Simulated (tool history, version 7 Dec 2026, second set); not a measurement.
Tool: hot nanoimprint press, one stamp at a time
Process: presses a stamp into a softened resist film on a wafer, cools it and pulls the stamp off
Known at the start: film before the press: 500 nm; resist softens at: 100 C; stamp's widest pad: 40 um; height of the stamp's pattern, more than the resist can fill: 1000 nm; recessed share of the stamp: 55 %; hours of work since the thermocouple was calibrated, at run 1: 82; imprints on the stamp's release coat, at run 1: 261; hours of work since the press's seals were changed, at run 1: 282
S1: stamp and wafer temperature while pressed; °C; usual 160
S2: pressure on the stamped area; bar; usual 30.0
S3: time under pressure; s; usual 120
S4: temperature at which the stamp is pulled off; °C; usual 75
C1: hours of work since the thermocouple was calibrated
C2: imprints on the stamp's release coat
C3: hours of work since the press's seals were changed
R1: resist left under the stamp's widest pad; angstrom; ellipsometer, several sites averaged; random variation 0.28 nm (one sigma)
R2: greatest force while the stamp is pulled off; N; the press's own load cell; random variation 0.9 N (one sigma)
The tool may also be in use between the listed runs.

Run 1, hour 0.0: usual settings; C1 82; C2 261; C3 282. Result: R1 2172 angstrom, R2 180.9 N.
Run 2, hour 15.8: usual settings; C1 91; C2 328; C3 290. Result: R1 2168 angstrom, R2 183.0 N.
Run 3, hour 31.1: usual settings; C1 99; C2 394; C3 299. Result: R1 2172 angstrom, R2 184.5 N.
Run 4, hour 50.1: usual settings; C1 109; C2 475; C3 309. Result: R1 2165 angstrom, R2 184.7 N.
Run 5, hour 62.1: usual settings; C1 116; C2 526; C3 315. Result: R1 2174 angstrom, R2 187.3 N.
Run 6, hour 74.1: usual settings but S2 20.0 bar; C1 122; C2 577; C3 322. Result: R1 2586 angstrom, R2 190.2 N.
At hour 80.9: stamp cleaned and given a new release coat.
Run 7, hour 100.3: usual settings but S2 20.0 bar; C1 133; C2 82; C3 333. Result: R1 2587 angstrom, R2 175.1 N.
Run 8, hour 118.7: usual settings but S2 20.0 bar; C1 143; C2 161; C3 343. Result: R1 2580 angstrom, R2 175.7 N.
Run 9, hour 136.9: usual settings but S2 20.0 bar; C1 153; C2 238; C3 353. Result: R1 2578 angstrom, R2 178.2 N.
Run 10, hour 158.1: usual settings; C1 165; C2 329; C3 364. Result: R1 2161 angstrom, R2 182.3 N.
Run 11, hour 170.6: usual settings; C1 171; C2 382; C3 371. Result: R1 2159 angstrom, R2 184.4 N.
Run 12, hour 183.7: usual settings; C1 179; C2 438; C3 378. Result: R1 2157 angstrom, R2 185.8 N.
Run 13, hour 204.2: usual settings; C1 190; C2 525; C3 389. Result: R1 2160 angstrom, R2 188.5 N.
At hour 224.5: stamp cleaned and given a new release coat.
Run 14, hour 225.0: usual settings but S1 158 °C; C1 198; C2 2; C3 397. Result: R1 2407 angstrom, R2 173.4 N.
Run 15, hour 242.1: usual settings; C1 207; C2 75; C3 407. Result: R1 2149 angstrom, R2 175.1 N.
Run 16, hour 255.1: usual settings but S1 166 °C, S2 28.0 bar, S4 73 °C; C1 214; C2 131; C3 414. Result: R1 1594 angstrom, R2 178.8 N.
Run 17, hour 273.5: usual settings but S1 166 °C, S2 43.5 bar, S3 114 s, S4 77 °C; C1 224; C2 209; C3 424. Result: R1 1302 angstrom, R2 176.1 N.
Run 18, hour 284.2: usual settings but S1 156 °C, S2 43.5 bar, S3 105 s, S4 77 °C; C1 230; C2 255; C3 430. Result: R1 2411 angstrom, R2 177.5 N.
Run 19, hour 296.7: usual settings but S1 156 °C, S2 43.5 bar, S3 105 s, S4 77 °C; C1 237; C2 308; C3 436. Result: R1 2406 angstrom, R2 179.6 N.
Run 20, hour 314.1: usual settings but S2 46.7 bar, S3 68 s, S4 71 °C; C1 246; C2 382; C3 446. Result: R1 2186 angstrom, R2 188.4 N.
Run 21, hour 333.8: usual settings but S2 46.7 bar, S3 68 s, S4 71 °C; C1 257; C2 467; C3 457. Result: R1 2183 angstrom, R2 193.2 N.
Run 22, hour 344.6: usual settings but S2 23.3 bar, S3 68 s, S4 71 °C; C1 263; C2 513; C3 462. Result: R1 2916 angstrom, R2 192.2 N.
At hour 367.1: stamp cleaned and given a new release coat.
Run 23, hour 371.2: usual settings but S2 23.3 bar, S3 119 s, S4 71 °C; C1 274; C2 17; C3 474. Result: R1 2394 angstrom, R2 178.7 N.
Run 24, hour 383.8: usual settings but S2 23.3 bar, S3 119 s, S4 71 °C; C1 281; C2 71; C3 481. Result: R1 2402 angstrom, R2 179.0 N.
Run 25, hour 400.0: usual settings but S2 36.1 bar, S3 119 s; C1 290; C2 140; C3 489. Result: R1 1974 angstrom, R2 176.4 N.
Run 26, hour 416.5: usual settings but S2 32.4 bar, S3 158 s, S4 79 °C; C1 299; C2 211; C3 498. Result: R1 1850 angstrom, R2 173.5 N.
Run 27, hour 428.5: usual settings but S2 32.4 bar, S3 158 s, S4 79 °C; C1 305; C2 262; C3 505. Result: R1 1857 angstrom, R2 175.5 N.
Run 28, hour 440.7: usual settings but S1 156 °C, S2 32.4 bar, S3 158 s, S4 70 °C; C1 312; C2 314; C3 511. Result: R1 2337 angstrom, R2 188.2 N.
At hour 454.7: plate thermocouple calibrated.
Run 29, hour 462.7: usual settings but S2 27.8 bar, S4 76 °C; C1 4; C2 395; C3 522. Result: R1 2286 angstrom, R2 183.5 N.

Forecast each of these 5 alternatives for the next run:
Run A, hour 477.0: usual settings but S1 150 °C, S2 18.8 bar, S4 77 °C; C1 12; C2 456; C3 530. Result: R1 ?, R2 ?.
Run B, hour 477.0: usual settings but S2 25.3 bar, S4 76 °C; C1 12; C2 456; C3 530. Result: R1 ?, R2 ?.
Run C, hour 477.0: usual settings but S2 27.8 bar, S3 133 s, S4 67 °C; C1 12; C2 456; C3 530. Result: R1 ?, R2 ?.
Run D, hour 477.0: usual settings but S2 35.1 bar, S3 111 s, S4 64 °C; C1 12; C2 456; C3 530. Result: R1 ?, R2 ?.
Run E, hour 477.0: usual settings but S1 156 °C, S2 27.8 bar, S3 80 s, S4 74 °C; C1 12; C2 456; C3 530. Result: R1 ?, R2 ?.

run    R1     R2
  A  4078  182.1
  B  2382  186.9
  C  2199  196.8
  D  2119  202.6
  E  3200  188.8
Without the tool's hidden state the same runs would have given:
run    R1     R2
  A  4059  168.9
  B  2352  173.3
  C  2169  182.5
  D  2083  187.9
  E  3166  175.1
